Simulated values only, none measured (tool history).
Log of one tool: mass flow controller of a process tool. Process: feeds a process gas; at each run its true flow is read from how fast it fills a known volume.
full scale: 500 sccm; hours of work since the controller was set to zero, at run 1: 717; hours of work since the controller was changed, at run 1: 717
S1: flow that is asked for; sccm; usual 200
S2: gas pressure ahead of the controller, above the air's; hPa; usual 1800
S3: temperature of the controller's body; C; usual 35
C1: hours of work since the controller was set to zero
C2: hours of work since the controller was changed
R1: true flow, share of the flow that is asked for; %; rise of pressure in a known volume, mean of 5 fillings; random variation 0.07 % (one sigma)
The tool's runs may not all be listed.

run,day,S1,S2,S3,C1,C2,R1
1,0.000,200,1800,35,717,717,98.70
2,3.600,200,1800,35,767,767,98.89
3,7.092,200,1800,38,816,816,98.46
4,9.958,200,1800,38,856,856,98.46
5,15.038,200,1800,38,928,928,98.59
6,19.504,200,1800,38,990,990,98.58
7,23.029,61,1800,35,1040,1040,98.32
8,26.704,200,1800,35,1091,1091,98.99
9,29.208,200,1800,35,1126,1126,98.85
10,31.629,200,1800,35,1160,1160,98.85
11,36.679,200,1800,35,1231,1231,98.92
12,39.383,200,1800,35,1269,1269,98.95
13,43.975,200,1800,35,1333,1333,99.01
14,46.683,200,1800,35,1371,1371,98.88
15,50.038,113,1800,35,1418,1418,98.65
16,53.808,200,1800,35,1471,1471,99.05
17,56.846,200,1800,34,1513,1513,99.09
18,60.333,200,1800,34,1562,1562,99.01
19,63.421,200,1800,34,1606,1606,99.07
20,67.312,200,1800,21,1660,1660,100.21
21,72.333,200,1800,21,1730,1730,100.26
22,75.146,200,1800,23,1770,1770,100.00
23,79.550,55,1470,30,1832,1832,98.56
24,83.446,200,1660,35,1886,1886,98.90
25,87.638,200,1660,35,1945,1945,98.91
26,93.008,200,2530,39,2020,2020,98.87
27,96.008,125,1510,39,2062,2062,98.41
# day 96.533: controller's zero set anew
28,101.062,134,2150,22,63,2133,99.97
29,103.512,274,1930,23,98,2167,100.20
30,106.654,274,1930,23,142,2211,100.19
31,109.996,415,1930,23,189,2258,100.41
# day 114.454: controller's zero set anew, once more
32,115.388,183,2760,25,13,2333,100.43
33,119.042,183,2760,25,64,2384,100.58
34,124.533,183,2760,25,141,2461,100.49
35,128.208,58,1930,25,193,2513,99.93
36,131.962,157,1800,39,245,2565,99.09
37,136.004,117,1430,39,302,2622,98.76
38,140.021,260,2750,35,358,2678,99.79
39,144.650,55,1800,34,423,2743,99.14
40,148.571,55,1800,34,478,2798,99.14
41,153.350,97,2050,21,545,2865,100.48
42,157.112,237,2090,35,598,2918,99.63

How the hidden state differs across the entries between the runs, from the last listed run before each to the first after it:
Between runs 27 and 28: controller's zero set anew (day 96.533)
  flow at rest that the sensor doesn't see, % of full scale: -0.12 -> -0.154; true flow over the shown one, %: 0.45 -> 0.47
  measured less the result without the state, R1: -0.03 -> -0.10 %
Between runs 31 and 32: controller's zero set anew, once more (day 114.454)
  flow at rest that the sensor doesn't see, % of full scale: -0.159 -> -0.026; true flow over the shown one, %: 0.5 -> 0.52
  measured less the result without the state, R1: +0.32 -> +0.45 %

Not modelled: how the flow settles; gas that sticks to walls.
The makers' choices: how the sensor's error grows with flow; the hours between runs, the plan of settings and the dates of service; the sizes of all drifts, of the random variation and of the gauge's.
